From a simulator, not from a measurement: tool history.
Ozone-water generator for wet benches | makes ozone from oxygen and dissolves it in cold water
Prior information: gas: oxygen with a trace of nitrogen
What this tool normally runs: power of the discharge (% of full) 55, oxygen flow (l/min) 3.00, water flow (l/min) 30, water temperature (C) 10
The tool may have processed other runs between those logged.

| run | hour | power of the discharge (% of full) | oxygen flow (l/min) | water flow (l/min) | water temperature (C) | dissolved ozone (ppm) | ozone in the gas ahead of the water (g/m3) |
|---|---|---|---|---|---|---|---|
| 1 | 0.0 | 55 | 3.00 | 30 | 10 | 15.2 | 236.0 |
| 2 | 96.1 | 55 | 3.00 | 30 | 10 | 15.2 | 237.5 |
| 3 | 182.9 | 55 | 3.00 | 30 | 10 | 15.0 | 235.3 |
| 4 | 252.5 | 55 | 3.00 | 30 | 10 | 15.4 | 235.6 |
| 5 | 373.9 | 55 | 3.00 | 30 | 10 | 15.4 | 234.4 |
| 6 | 500.4 | 55 | 3.00 | 30 | 10 | 15.3 | 234.8 |
| 7 | 554.1 | 55 | 3.00 | 30 | 10 | 15.0 | 235.1 |
| 8 | 649.7 | 55 | 3.00 | 30 | 10 | 15.2 | 231.9 |
| 9 | 718.0 | 55 | 3.00 | 30 | 10 | 15.2 | 233.2 |
| 10 | 808.5 | 55 | 3.00 | 30 | 10 | 15.0 | 233.8 |
| 11 | 891.5 | 55 | 3.00 | 30 | 10 | 15.1 | 232.4 |
| 12 | 955.1 | 55 | 3.00 | 46 | 10 | 9.7 | 231.6 |
| 13 | 1025.6 | 55 | 3.00 | 30 | 10 | 15.2 | 231.6 |
| 14 | 1131.4 | 55 | 3.00 | 30 | 10 | 15.1 | 232.3 |
| 15 | 1206.0 | 55 | 3.00 | 30 | 10 | 15.1 | 229.2 |
| 16 | 1290.6 | 55 | 3.00 | 30 | 10 | 15.0 | 230.6 |
| 17 | 1363.4 | 68 | 3.00 | 31 | 7 | 16.4 | 258.0 |
| 18 | 1419.0 | 68 | 3.00 | 31 | 7 | 16.5 | 254.9 |
| 19 | 1476.0 | 62 | 3.06 | 32 | 10 | 14.9 | 242.2 |
| 20 | 1571.5 | 62 | 3.06 | 32 | 10 | 14.9 | 242.9 |
| 21 | 1682.9 | 62 | 3.06 | 19 | 10 | 24.4 | 242.5 |
| 22 | 1804.6 | 62 | 3.06 | 19 | 10 | 24.5 | 240.9 |
| 23 | 1919.9 | 62 | 3.06 | 19 | 10 | 24.4 | 239.1 |
| 24 | 1971.8 | 55 | 4.09 | 41 | 10 | 11.2 | 186.8 |
| 25 | 2096.2 | 52 | 3.00 | 30 | 10 | 14.3 | 220.2 |
| 26 | 2151.3 | 52 | 3.00 | 30 | 10 | 14.4 | 221.1 |
| 27 | 2277.9 | 52 | 3.00 | 30 | 10 | 13.9 | 220.7 |
| 28 | 2349.2 | 55 | 1.51 | 24 | 6 | 16.6 | 352.9 |
| 29 | 2402.9 | 50 | 1.51 | 24 | 7 | 15.7 | 337.0 |
| 30 | 2473.0 | 50 | 1.51 | 24 | 7 | 15.5 | 336.5 |
| 31 | 2584.8 | 50 | 1.99 | 24 | 7 | 16.5 | 281.9 |
| 32 | 2665.8 | 85 | 2.00 | 30 | 10 | 16.6 | 370.0 |

Some steps in dissolved ozone (ppm) between neighbouring runs. How much of each would the tool show without its hidden state too (settings, what came in, random variation), and how much is left for the hidden state, with any gauge scatter that isn't in both results?
Unlogged tool condition in this case: yield of the discharge, % of new electrodes'; contactor's efficiency, % of a clean one's; true water temperature over the reading, C; drift of the gauge itself on ozone_ppm, %; drift of the gauge itself on gas_g_m3, %.
Run 12 -> 13: water flow (l/min) 46 -> 30. dissolved ozone (ppm) +5.5: hidden state -0.4, all else +5.9.
Run 20 -> 21: water flow (l/min) 32 -> 19. dissolved ozone (ppm) +9.5: hidden state -0.7, all else +10.2.
Run 23 -> 24: power of the discharge (% of full) 62 -> 55, oxygen flow (l/min) 3.06 -> 4.09, water flow (l/min) 19 -> 41. dissolved ozone (ppm) -13.2: hidden state +1.2, all else -14.4.
Run 31 -> 32: power of the discharge (% of full) 50 -> 85, oxygen flow (l/min) 1.99 -> 2.00, water flow (l/min) 24 -> 30, water temperature (C) 7 -> 10. dissolved ozone (ppm) +0.1: hidden state -0.6, all else +0.7.

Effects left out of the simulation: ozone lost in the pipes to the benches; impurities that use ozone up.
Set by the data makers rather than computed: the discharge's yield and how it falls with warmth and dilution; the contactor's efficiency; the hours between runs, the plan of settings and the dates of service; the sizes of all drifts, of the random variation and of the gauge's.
